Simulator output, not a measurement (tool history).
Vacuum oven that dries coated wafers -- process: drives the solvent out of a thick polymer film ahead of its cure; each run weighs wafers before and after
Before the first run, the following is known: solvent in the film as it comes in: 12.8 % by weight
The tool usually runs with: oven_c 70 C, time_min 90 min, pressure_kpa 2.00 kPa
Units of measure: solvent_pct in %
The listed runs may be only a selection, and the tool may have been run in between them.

{"run": 1, "hour": 0.0, "oven_c": 70, "time_min": 90, "pressure_kpa": 2.0, "solvent_pct": 3.51}
{"run": 2, "hour": 15.6, "oven_c": 70, "time_min": 90, "pressure_kpa": 2.0, "solvent_pct": 3.37}
{"run": 3, "hour": 36.3, "oven_c": 70, "time_min": 90, "pressure_kpa": 2.0, "solvent_pct": 3.46}
{"run": 4, "hour": 59.0, "oven_c": 79, "time_min": 90, "pressure_kpa": 2.0, "solvent_pct": 1.72}
{"run": 5, "hour": 80.0, "oven_c": 79, "time_min": 90, "pressure_kpa": 2.0, "solvent_pct": 1.62}
{"run": 6, "hour": 95.4, "oven_c": 79, "time_min": 90, "pressure_kpa": 2.0, "solvent_pct": 1.59}
{"run": 7, "hour": 112.4, "oven_c": 69, "time_min": 90, "pressure_kpa": 2.0, "solvent_pct": 3.83}
{"run": 8, "hour": 123.0, "oven_c": 56, "time_min": 90, "pressure_kpa": 2.0, "solvent_pct": 6.92}
{"run": 9, "hour": 140.9, "oven_c": 70, "time_min": 96, "pressure_kpa": 2.0, "solvent_pct": 3.28}
{"run": 10, "hour": 159.7, "oven_c": 70, "time_min": 96, "pressure_kpa": 2.0, "solvent_pct": 3.32}
{"run": 11, "hour": 181.1, "oven_c": 70, "time_min": 96, "pressure_kpa": 2.0, "solvent_pct": 3.26}
{"run": 12, "hour": 201.7, "oven_c": 70, "time_min": 90, "pressure_kpa": 3.65, "solvent_pct": 4.08}
{"run": 13, "hour": 213.1, "oven_c": 70, "time_min": 90, "pressure_kpa": 2.0, "solvent_pct": 3.6}
{"run": 14, "hour": 228.2, "oven_c": 70, "time_min": 90, "pressure_kpa": 4.13, "solvent_pct": 4.34}
{"hour": 235.7, "done": "oven's thermocouples calibrated"}
{"run": 15, "hour": 249.3, "oven_c": 70, "time_min": 90, "pressure_kpa": 4.13, "solvent_pct": 3.65}
{"run": 16, "hour": 272.1, "oven_c": 70, "time_min": 90, "pressure_kpa": 4.13, "solvent_pct": 3.72}
{"run": 17, "hour": 287.0, "oven_c": 68, "time_min": 90, "pressure_kpa": 2.0, "solvent_pct": 3.39}
{"run": 18, "hour": 307.7, "oven_c": 68, "time_min": 90, "pressure_kpa": 2.0, "solvent_pct": 3.35}
{"run": 19, "hour": 327.1, "oven_c": 70, "time_min": 90, "pressure_kpa": 2.0, "solvent_pct": 2.97}
{"run": 20, "hour": 343.9, "oven_c": 70, "time_min": 90, "pressure_kpa": 2.0, "solvent_pct": 2.92}
{"run": 21, "hour": 363.6, "oven_c": 70, "time_min": 54, "pressure_kpa": 2.0, "solvent_pct": 4.55}
{"run": 22, "hour": 375.5, "oven_c": 70, "time_min": 90, "pressure_kpa": 2.0, "solvent_pct": 2.98}
{"run": 23, "hour": 393.4, "oven_c": 70, "time_min": 90, "pressure_kpa": 2.0, "solvent_pct": 3.01}
{"run": 24, "hour": 410.9, "oven_c": 70, "time_min": 90, "pressure_kpa": 2.0, "solvent_pct": 3.0}
{"run": 25, "hour": 430.5, "oven_c": 56, "time_min": 51, "pressure_kpa": 2.0, "solvent_pct": 7.92}
{"run": 26, "hour": 440.5, "oven_c": 84, "time_min": 119, "pressure_kpa": 2.0, "solvent_pct": 0.59}
{"run": 27, "hour": 452.8, "oven_c": 84, "time_min": 119, "pressure_kpa": 2.0, "solvent_pct": 0.62}
{"run": 28, "hour": 463.4, "oven_c": 65, "time_min": 89, "pressure_kpa": 3.64, "solvent_pct": 4.75}
{"run": 29, "hour": 473.0, "oven_c": 61, "time_min": 89, "pressure_kpa": 3.64, "solvent_pct": 5.96}
{"hour": 475.6, "done": "vacuum gauge cleaned of residue and calibrated"}
{"run": 30, "hour": 497.3, "oven_c": 73, "time_min": 67, "pressure_kpa": 3.79, "solvent_pct": 3.78}
{"run": 31, "hour": 508.6, "oven_c": 70, "time_min": 124, "pressure_kpa": 6.61, "solvent_pct": 3.96}
{"run": 32, "hour": 525.9, "oven_c": 70, "time_min": 50, "pressure_kpa": 3.28, "solvent_pct": 5.49}
{"run": 33, "hour": 548.6, "oven_c": 70, "time_min": 50, "pressure_kpa": 3.28, "solvent_pct": 5.36}
{"run": 34, "hour": 564.0, "oven_c": 57, "time_min": 90, "pressure_kpa": 2.0, "solvent_pct": 6.4}
{"run": 35, "hour": 584.0, "oven_c": 57, "time_min": 90, "pressure_kpa": 2.0, "solvent_pct": 6.25}
{"hour": 605.6, "done": "vacuum gauge cleaned of residue and calibrated, once more"}
{"run": 36, "hour": 607.8, "oven_c": 61, "time_min": 116, "pressure_kpa": 1.51, "solvent_pct": 4.09}
{"run": 37, "hour": 630.1, "oven_c": 61, "time_min": 154, "pressure_kpa": 1.51, "solvent_pct": 3.16}
{"run": 38, "hour": 641.5, "oven_c": 69, "time_min": 64, "pressure_kpa": 1.15, "solvent_pct": 4.08}
{"run": 39, "hour": 654.6, "oven_c": 81, "time_min": 90, "pressure_kpa": 1.58, "solvent_pct": 0.91}
{"run": 40, "hour": 674.5, "oven_c": 81, "time_min": 90, "pressure_kpa": 1.58, "solvent_pct": 0.97}
{"run": 41, "hour": 687.9, "oven_c": 75, "time_min": 45, "pressure_kpa": 2.0, "solvent_pct": 4.18}
{"run": 42, "hour": 706.5, "oven_c": 59, "time_min": 128, "pressure_kpa": 1.74, "solvent_pct": 4.4}
{"run": 43, "hour": 725.2, "oven_c": 70, "time_min": 82, "pressure_kpa": 3.08, "solvent_pct": 3.73}
{"run": 44, "hour": 738.8, "oven_c": 55, "time_min": 142, "pressure_kpa": 3.08, "solvent_pct": 5.8}
{"run": 45, "hour": 755.7, "oven_c": 55, "time_min": 142, "pressure_kpa": 3.08, "solvent_pct": 5.87}
{"run": 46, "hour": 775.1, "oven_c": 59, "time_min": 152, "pressure_kpa": 2.54, "solvent_pct": 4.29}
{"run": 47, "hour": 796.9, "oven_c": 60, "time_min": 61, "pressure_kpa": 2.16, "solvent_pct": 6.62}

Consider 3 possible next runs. They are alternatives, not a sequence: every one starts from the tool as it was left by run 47. What does each give?
{"run": "A", "hour": 815.8, "oven_c": 79, "time_min": 61, "pressure_kpa": 2.16, "solvent_pct": "?"}
{"run": "B", "hour": 815.8, "oven_c": 60, "time_min": 65, "pressure_kpa": 2.35, "solvent_pct": "?"}
{"run": "C", "hour": 815.8, "oven_c": 62, "time_min": 116, "pressure_kpa": 3.94, "solvent_pct": "?"}

run=A solvent_pct=2.39
run=B solvent_pct=6.79
run=C solvent_pct=5.06
The same runs, with their run-to-run variation unchanged, on a tool lacking any hidden condition would have given:
run=A solvent_pct=2.31
run=B solvent_pct=6.69
run=C solvent_pct=4.94

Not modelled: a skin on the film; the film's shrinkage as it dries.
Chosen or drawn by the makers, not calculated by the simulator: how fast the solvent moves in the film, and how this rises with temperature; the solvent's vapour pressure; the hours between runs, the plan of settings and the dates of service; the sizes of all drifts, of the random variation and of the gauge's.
